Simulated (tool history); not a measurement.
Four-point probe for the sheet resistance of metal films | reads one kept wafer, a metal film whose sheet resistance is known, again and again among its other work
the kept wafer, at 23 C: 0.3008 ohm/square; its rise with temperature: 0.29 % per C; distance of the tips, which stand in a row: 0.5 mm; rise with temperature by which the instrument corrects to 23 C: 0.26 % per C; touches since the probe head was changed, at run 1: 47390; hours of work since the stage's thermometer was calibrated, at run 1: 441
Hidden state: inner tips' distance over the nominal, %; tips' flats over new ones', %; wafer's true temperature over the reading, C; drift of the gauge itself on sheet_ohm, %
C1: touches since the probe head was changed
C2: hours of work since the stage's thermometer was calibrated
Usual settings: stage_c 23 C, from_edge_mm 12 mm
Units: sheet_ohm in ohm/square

Run 1, day 0.000: usual settings; C1 47390; C2 441. Result: sheet_ohm 0.300894 ohm/square.
Run 2, day 1.017: usual settings; C1 48293; C2 453. Result: sheet_ohm 0.300903 ohm/square.
Run 3, day 2.275: usual settings but from_edge_mm 29 mm; C1 49417; C2 468. Result: sheet_ohm 0.300619 ohm/square.
Run 4, day 2.975: usual settings but from_edge_mm 29 mm; C1 50040; C2 476. Result: sheet_ohm 0.300685 ohm/square.
Run 5, day 3.975: usual settings but stage_c 30 C; C1 50930; C2 487. Result: sheet_ohm 0.301590 ohm/square.
Run 6, day 5.221: usual settings but stage_c 30 C; C1 52038; C2 502. Result: sheet_ohm 0.301554 ohm/square.
Run 7, day 6.242: usual settings; C1 52948; C2 514. Result: sheet_ohm 0.300899 ohm/square.
Run 8, day 6.862: usual settings; C1 53499; C2 521. Result: sheet_ohm 0.300833 ohm/square.
Run 9, day 7.433: usual settings; C1 54010; C2 528. Result: sheet_ohm 0.300904 ohm/square.
Run 10, day 8.354: usual settings; C1 54829; C2 538. Result: sheet_ohm 0.300966 ohm/square.
Run 11, day 9.038: usual settings; C1 55437; C2 546. Result: sheet_ohm 0.300910 ohm/square.
Run 12, day 9.967: usual settings; C1 56267; C2 557. Result: sheet_ohm 0.300844 ohm/square.
Run 13, day 11.183: usual settings; C1 57350; C2 571. Result: sheet_ohm 0.300933 ohm/square.
Run 14, day 12.042: usual settings; C1 58112; C2 581. Result: sheet_ohm 0.300685 ohm/square.
Run 15, day 13.092: usual settings but stage_c 32 C, from_edge_mm 9 mm; C1 59048; C2 594. Result: sheet_ohm 0.301899 ohm/square.
Run 16, day 13.783: usual settings but stage_c 29 C, from_edge_mm 8 mm; C1 59663; C2 602. Result: sheet_ohm 0.301691 ohm/square.
Run 17, day 14.925: usual settings but from_edge_mm 30 mm; C1 60681; C2 615. Result: sheet_ohm 0.300588 ohm/square.
Run 18, day 16.108: usual settings but stage_c 18 C, from_edge_mm 16 mm; C1 61735; C2 629. Result: sheet_ohm 0.300237 ohm/square.
Run 19, day 16.921: usual settings but stage_c 18 C, from_edge_mm 30 mm; C1 62457; C2 638. Result: sheet_ohm 0.300011 ohm/square.
Run 20, day 17.975: usual settings but stage_c 26 C, from_edge_mm 3 mm; C1 63399; C2 650. Result: sheet_ohm 0.305212 ohm/square.
Run 21, day 19.112: usual settings but stage_c 20 C, from_edge_mm 11 mm; C1 64413; C2 664. Result: sheet_ohm 0.300515 ohm/square.
Run 22, day 20.154: usual settings but stage_c 21 C, from_edge_mm 25 mm; C1 65338; C2 676. Result: sheet_ohm 0.300391 ohm/square.
Run 23, day 20.946: usual settings but stage_c 27 C, from_edge_mm 3 mm; C1 66045; C2 685. Result: sheet_ohm 0.305226 ohm/square.
Run 24, day 21.650: usual settings but stage_c 27 C, from_edge_mm 3 mm; C1 66671; C2 693. Result: sheet_ohm 0.305284 ohm/square.
Run 25, day 22.542: usual settings but stage_c 30 C, from_edge_mm 41 mm; C1 67464; C2 704. Result: sheet_ohm 0.301074 ohm/square.
Run 26, day 23.233: usual settings but stage_c 30 C, from_edge_mm 28 mm; C1 68082; C2 712. Result: sheet_ohm 0.301034 ohm/square.
Run 27, day 24.188: usual settings but stage_c 30 C, from_edge_mm 4 mm; C1 68931; C2 723. Result: sheet_ohm 0.303523 ohm/square.
Run 28, day 25.458: usual settings but stage_c 30 C, from_edge_mm 4 mm; C1 70061; C2 738. Result: sheet_ohm 0.303433 ohm/square.

The same runs without the tool's hidden state, with the same run-to-run variation:
run  sheet_ohm
  1   0.301032
  2   0.301053
  3   0.300784
  4   0.300858
  5   0.301773
  6   0.301753
  7   0.301112
  8   0.301054
  9   0.301132
 10   0.301207
 11   0.301158
 12   0.301103
 13   0.301208
 14   0.300970
 15   0.302194
 16   0.301995
 17   0.300907
 18   0.300572
 19   0.300357
 20   0.305570
 21   0.300886
 22   0.300773
 23   0.305620
 24   0.305687
 25   0.301481
 26   0.301449
 27   0.303952
 28   0.303877

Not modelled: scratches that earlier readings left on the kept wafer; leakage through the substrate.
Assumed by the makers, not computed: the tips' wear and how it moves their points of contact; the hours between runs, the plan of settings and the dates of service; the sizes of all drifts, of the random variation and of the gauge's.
